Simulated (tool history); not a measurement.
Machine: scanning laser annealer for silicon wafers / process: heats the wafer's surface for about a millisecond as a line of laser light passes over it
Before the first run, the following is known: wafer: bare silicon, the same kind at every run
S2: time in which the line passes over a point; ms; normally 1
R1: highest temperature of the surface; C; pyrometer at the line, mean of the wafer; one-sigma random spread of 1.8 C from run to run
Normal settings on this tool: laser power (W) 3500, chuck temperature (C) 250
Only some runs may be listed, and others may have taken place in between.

{"run": 1, "hour": 0.0, "laser power (W)": 3500, "S2": 1, "chuck temperature (C)": 250, "R1": 933}
{"run": 2, "hour": 58.0, "laser power (W)": 3500, "S2": 1, "chuck temperature (C)": 250, "R1": 932}
{"run": 3, "hour": 99.2, "laser power (W)": 3824, "S2": 1, "chuck temperature (C)": 250, "R1": 994}
{"run": 4, "hour": 141.1, "laser power (W)": 3824, "S2": 1, "chuck temperature (C)": 250, "R1": 993}
{"run": 5, "hour": 170.0, "laser power (W)": 3824, "S2": 1, "chuck temperature (C)": 250, "R1": 993}
{"run": 6, "hour": 215.3, "laser power (W)": 3500, "S2": 1, "chuck temperature (C)": 250, "R1": 921}
{"run": 7, "hour": 240.4, "laser power (W)": 3500, "S2": 1, "chuck temperature (C)": 250, "R1": 922}
{"run": 8, "hour": 269.9, "laser power (W)": 3500, "S2": 0.85, "chuck temperature (C)": 250, "R1": 863}
{"run": 9, "hour": 293.8, "laser power (W)": 3500, "S2": 0.85, "chuck temperature (C)": 250, "R1": 861}
{"run": 10, "hour": 339.4, "laser power (W)": 3500, "S2": 0.84, "chuck temperature (C)": 250, "R1": 852}
{"run": 11, "hour": 377.0, "laser power (W)": 3500, "S2": 0.84, "chuck temperature (C)": 250, "R1": 855}
{"hour": 387.1, "done": "optics aligned, line set to its width"}
{"run": 12, "hour": 405.8, "laser power (W)": 3500, "S2": 1, "chuck temperature (C)": 236, "R1": 894}
{"hour": 417.7, "done": "window over the wafer cleaned"}
{"run": 13, "hour": 450.9, "laser power (W)": 3500, "S2": 1, "chuck temperature (C)": 236, "R1": 922}
{"run": 14, "hour": 494.0, "laser power (W)": 3500, "S2": 1, "chuck temperature (C)": 213, "R1": 897}
{"hour": 502.5, "done": "optics aligned, line set to its width, once more"}
{"run": 15, "hour": 546.3, "laser power (W)": 3500, "S2": 1, "chuck temperature (C)": 213, "R1": 919}
{"run": 16, "hour": 598.8, "laser power (W)": 3500, "S2": 1, "chuck temperature (C)": 213, "R1": 915}
{"run": 17, "hour": 627.2, "laser power (W)": 3093, "S2": 1, "chuck temperature (C)": 250, "R1": 863}
{"run": 18, "hour": 672.0, "laser power (W)": 3093, "S2": 1, "chuck temperature (C)": 250, "R1": 863}
{"run": 19, "hour": 719.4, "laser power (W)": 3093, "S2": 1, "chuck temperature (C)": 250, "R1": 858}
{"run": 20, "hour": 755.1, "laser power (W)": 3093, "S2": 1, "chuck temperature (C)": 250, "R1": 858}
{"run": 21, "hour": 804.8, "laser power (W)": 3093, "S2": 1, "chuck temperature (C)": 250, "R1": 855}
{"run": 22, "hour": 840.9, "laser power (W)": 3159, "S2": 1, "chuck temperature (C)": 248, "R1": 862}
{"run": 23, "hour": 879.3, "laser power (W)": 3625, "S2": 1, "chuck temperature (C)": 250, "R1": 965}
{"run": 24, "hour": 934.9, "laser power (W)": 3625, "S2": 0.75, "chuck temperature (C)": 250, "R1": 863}
{"run": 25, "hour": 984.6, "laser power (W)": 3697, "S2": 1, "chuck temperature (C)": 243, "R1": 972}
{"run": 26, "hour": 1011.3, "laser power (W)": 3296, "S2": 1.07, "chuck temperature (C)": 243, "R1": 907}
{"run": 27, "hour": 1060.3, "laser power (W)": 3026, "S2": 1.07, "chuck temperature (C)": 271, "R1": 873}
{"run": 28, "hour": 1106.7, "laser power (W)": 3026, "S2": 1.07, "chuck temperature (C)": 271, "R1": 874}
{"run": 29, "hour": 1153.2, "laser power (W)": 3026, "S2": 1.07, "chuck temperature (C)": 271, "R1": 868}
{"run": 30, "hour": 1206.0, "laser power (W)": 3026, "S2": 1.07, "chuck temperature (C)": 271, "R1": 869}
{"run": 31, "hour": 1254.2, "laser power (W)": 3183, "S2": 0.84, "chuck temperature (C)": 226, "R1": 777}
{"run": 32, "hour": 1283.4, "laser power (W)": 3183, "S2": 0.84, "chuck temperature (C)": 226, "R1": 777}
{"run": 33, "hour": 1319.9, "laser power (W)": 3745, "S2": 0.72, "chuck temperature (C)": 258, "R1": 862}
{"run": 34, "hour": 1354.1, "laser power (W)": 3745, "S2": 0.72, "chuck temperature (C)": 258, "R1": 862}
{"run": 35, "hour": 1395.5, "laser power (W)": 3743, "S2": 0.77, "chuck temperature (C)": 250, "R1": 874}
{"hour": 1448.0, "done": "window over the wafer cleaned"}
{"run": 36, "hour": 1454.9, "laser power (W)": 3411, "S2": 1.2, "chuck temperature (C)": 266, "R1": 1005}
{"run": 37, "hour": 1494.9, "laser power (W)": 3263, "S2": 0.7, "chuck temperature (C)": 236, "R1": 762}
{"run": 38, "hour": 1552.4, "laser power (W)": 3263, "S2": 0.7, "chuck temperature (C)": 227, "R1": 754}
{"run": 39, "hour": 1601.2, "laser power (W)": 3849, "S2": 1, "chuck temperature (C)": 250, "R1": 1009}
{"run": 40, "hour": 1631.0, "laser power (W)": 3387, "S2": 1, "chuck temperature (C)": 267, "R1": 923}
{"hour": 1640.6, "done": "optics aligned, line set to its width"}
{"run": 41, "hour": 1684.5, "laser power (W)": 2998, "S2": 1, "chuck temperature (C)": 285, "R1": 874}

Each row is a separate what-if for the run after 41, all from the same tool condition, not one after another. Results?
{"run": "A", "hour": 1732.6, "laser power (W)": 2998, "S2": 1, "chuck temperature (C)": 217, "R1": "?"}
{"run": "B", "hour": 1732.6, "laser power (W)": 2986, "S2": 0.72, "chuck temperature (C)": 212, "R1": "?"}
{"run": "C", "hour": 1732.6, "laser power (W)": 2981, "S2": 1, "chuck temperature (C)": 250, "R1": "?"}

run=A R1=804
run=B R1=707
run=C R1=835
Had the tool no hidden state, the same runs would have come out as:
run=A R1=816
run=B R1=717
run=C R1=848
